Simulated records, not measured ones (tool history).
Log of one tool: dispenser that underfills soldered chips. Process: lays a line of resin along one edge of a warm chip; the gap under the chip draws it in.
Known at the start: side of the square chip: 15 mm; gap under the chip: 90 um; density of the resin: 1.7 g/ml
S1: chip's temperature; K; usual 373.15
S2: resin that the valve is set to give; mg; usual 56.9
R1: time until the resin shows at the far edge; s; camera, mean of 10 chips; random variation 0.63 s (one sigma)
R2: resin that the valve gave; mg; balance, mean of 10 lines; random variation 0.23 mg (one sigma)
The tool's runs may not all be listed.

| run | hour | S1 | S2 | R1 | R2 |
|---|---|---|---|---|---|
| 1 | 0.0 | 373.15 | 56.9 | 112.3 | 54.96 |
|  | 3.6 | new syringe of resin |
| 2 | 6.4 | 373.15 | 56.9 | 65.1 | 55.26 |
| 3 | 9.1 | 373.15 | 56.9 | 78.1 | 55.23 |
| 4 | 14.3 | 373.15 | 68.1 | 103.2 | 65.88 |
| 5 | 18.5 | 373.15 | 68.1 | 130.4 | 65.91 |
|  | 19.3 | new syringe of resin |
| 6 | 23.7 | 373.15 | 68.1 | 71.2 | 66.01 |
| 7 | 26.6 | 358.15 | 56.9 | 133.9 | 54.94 |
| 8 | 31.5 | 373.15 | 56.9 | 113.7 | 54.94 |
|  | 34.9 | new syringe of resin |
| 9 | 36.4 | 359.15 | 56.9 | 91.5 | 55.31 |
| 10 | 40.8 | 359.15 | 56.9 | 119.2 | 54.77 |
| 11 | 45.4 | 373.15 | 66.9 | 100.8 | 64.36 |
|  | 50.5 | new syringe of resin |
| 12 | 50.7 | 363.15 | 56.9 | 74.7 | 54.27 |
| 13 | 54.9 | 373.15 | 56.9 | 69.5 | 54.72 |
| 14 | 58.5 | 373.15 | 56.9 | 87.3 | 54.33 |
| 15 | 62.2 | 373.15 | 56.9 | 108.6 | 54.40 |
|  | 66.2 | new syringe of resin |
| 16 | 67.1 | 373.15 | 50.9 | 59.2 | 48.80 |
| 17 | 73.1 | 373.15 | 59.8 | 82.9 | 57.40 |
|  | 75.6 | dispensing valve cleaned and set on the balance |
| 18 | 77.9 | 373.15 | 56.9 | 103.0 | 56.94 |
|  | 82.7 | new syringe of resin |
| 19 | 82.7 | 373.15 | 56.9 | 54.5 | 56.49 |
| 20 | 89.2 | 373.15 | 56.9 | 78.5 | 56.48 |
| 21 | 94.0 | 377.15 | 71.8 | 92.1 | 71.26 |
| 22 | 97.7 | 377.15 | 71.8 | 114.6 | 71.52 |
|  | 98.3 | new syringe of resin |
| 23 | 102.0 | 377.15 | 71.8 | 60.5 | 71.37 |
| 24 | 104.7 | 377.15 | 71.8 | 72.5 | 71.41 |
| 25 | 110.7 | 381.15 | 48.4 | 91.7 | 48.08 |
| 26 | 113.4 | 359.15 | 56.9 | 202.9 | 56.57 |
|  | 114.3 | new syringe of resin |
| 27 | 118.3 | 373.15 | 49.8 | 70.8 | 49.30 |
| 28 | 123.2 | 386.15 | 50.9 | 64.3 | 50.45 |
| 29 | 128.9 | 378.15 | 57.0 | 110.7 | 55.98 |
|  | 130.3 | new syringe of resin |
| 30 | 131.8 | 378.15 | 57.0 | 51.8 | 55.92 |
| 31 | 134.6 | 378.15 | 57.0 | 61.0 | 56.13 |
| 32 | 140.5 | 375.15 | 67.1 | 93.2 | 66.45 |
|  | 146.1 | new syringe of resin |
| 33 | 146.2 | 375.15 | 69.5 | 50.0 | 68.36 |
| 34 | 150.8 | 378.15 | 72.7 | 60.5 | 71.80 |
| 35 | 155.9 | 380.15 | 63.8 | 77.2 | 62.66 |
| 36 | 160.5 | 360.15 | 65.0 | 181.2 | 63.73 |

Hidden state or all else? Some run-to-run changes of R1, split into what the settings, what came in and random variation would give without the hidden state, and what is left for the hidden state (with any gauge scatter that isn't in both results):
The hidden state here: resin's viscosity, % of fresh resin's; dose that the valve gives, % of what is set; true chip temperature over the reading, C; drift of the gauge itself on fill_s, %; drift of the gauge itself on given_mg, %.
Run 25 -> 26: S1 381.15 -> 359.15, S2 48.4 -> 56.9. R1 +111.2 s: hidden state +71.9, all else +39.3.
Run 26 -> 27: S1 359.15 -> 373.15, S2 56.9 -> 49.8, new syringe of resin. R1 -132.1 s: hidden state -105.4, all else -26.7.
Run 35 -> 36: S1 380.15 -> 360.15, S2 63.8 -> 65.0. R1 +104.0 s: hidden state +68.5, all else +35.5.
